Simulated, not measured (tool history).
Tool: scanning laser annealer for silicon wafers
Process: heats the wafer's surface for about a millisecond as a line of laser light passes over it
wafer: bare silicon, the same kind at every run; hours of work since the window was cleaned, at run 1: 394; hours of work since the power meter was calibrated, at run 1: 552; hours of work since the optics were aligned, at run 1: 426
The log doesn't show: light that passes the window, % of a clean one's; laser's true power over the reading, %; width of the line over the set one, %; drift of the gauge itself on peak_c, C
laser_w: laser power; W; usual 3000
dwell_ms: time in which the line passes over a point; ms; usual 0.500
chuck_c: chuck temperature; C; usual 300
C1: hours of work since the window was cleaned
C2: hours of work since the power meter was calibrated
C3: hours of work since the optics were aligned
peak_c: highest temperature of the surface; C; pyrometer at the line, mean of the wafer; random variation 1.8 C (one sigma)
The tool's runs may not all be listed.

run 1 hour=0.0 | laser_w=3000 dwell_ms=0.500 chuck_c=300 | C1=394 C2=552 C3=426 | peak_c=993
run 2 hour=26.2 | laser_w=2843 dwell_ms=0.500 chuck_c=300 | C1=405 C2=563 C3=437 | peak_c=947
run 3 hour=84.2 | laser_w=3000 dwell_ms=0.500 chuck_c=300 | C1=430 C2=588 C3=461 | peak_c=993
run 4 hour=122.7 | laser_w=3000 dwell_ms=0.500 chuck_c=300 | C1=446 C2=604 C3=478 | peak_c=989
run 5 hour=161.1 | laser_w=3000 dwell_ms=0.500 chuck_c=300 | C1=462 C2=620 C3=494 | peak_c=994
run 6 hour=194.1 | laser_w=3000 dwell_ms=0.500 chuck_c=300 | C1=476 C2=634 C3=508 | peak_c=989
run 7 hour=223.8 | laser_w=2638 dwell_ms=0.500 chuck_c=300 | C1=489 C2=647 C3=520 | peak_c=887
run 8 hour=273.2 | laser_w=2638 dwell_ms=0.500 chuck_c=300 | C1=510 C2=668 C3=541 | peak_c=883
run 9 hour=298.1 | laser_w=2638 dwell_ms=0.500 chuck_c=300 | C1=520 C2=678 C3=552 | peak_c=889
run 10 hour=351.1 | laser_w=2638 dwell_ms=0.500 chuck_c=300 | C1=543 C2=701 C3=574 | peak_c=887
run 11 hour=381.6 | laser_w=2638 dwell_ms=0.500 chuck_c=300 | C1=556 C2=714 C3=587 | peak_c=888
run 12 hour=416.3 | laser_w=2638 dwell_ms=0.500 chuck_c=300 | C1=570 C2=728 C3=602 | peak_c=886
run 13 hour=441.0 | laser_w=2638 dwell_ms=0.500 chuck_c=324 | C1=581 C2=739 C3=612 | peak_c=906
run 14 hour=469.5 | laser_w=2979 dwell_ms=0.500 chuck_c=300 | C1=593 C2=751 C3=624 | peak_c=975
run 15 hour=520.6 | laser_w=2585 dwell_ms=0.500 chuck_c=330 | C1=615 C2=772 C3=646 | peak_c=899
run 16 hour=576.9 | laser_w=3000 dwell_ms=0.577 chuck_c=303 | C1=638 C2=796 C3=670 | peak_c=1035
-- hour=617.6 window over the wafer cleaned
run 17 hour=617.6 | laser_w=2562 dwell_ms=0.405 chuck_c=305 | C1=0 C2=813 C3=686 | peak_c=831
run 18 hour=660.2 | laser_w=2591 dwell_ms=0.500 chuck_c=332 | C1=18 C2=831 C3=704 | peak_c=924
run 19 hour=685.5 | laser_w=2591 dwell_ms=0.500 chuck_c=332 | C1=29 C2=841 C3=715 | peak_c=925
run 20 hour=716.6 | laser_w=2591 dwell_ms=0.500 chuck_c=332 | C1=42 C2=855 C3=728 | peak_c=927

The next listed run, before its measurement:
run 21 hour=745.3 | laser_w=3000 dwell_ms=0.500 chuck_c=302 | C1=54 C2=867 C3=740 | peak_c=?

Run 21 gave peak_c 1007 C.
Without the tool's hidden state the same run would have given peak_c 1016 C.

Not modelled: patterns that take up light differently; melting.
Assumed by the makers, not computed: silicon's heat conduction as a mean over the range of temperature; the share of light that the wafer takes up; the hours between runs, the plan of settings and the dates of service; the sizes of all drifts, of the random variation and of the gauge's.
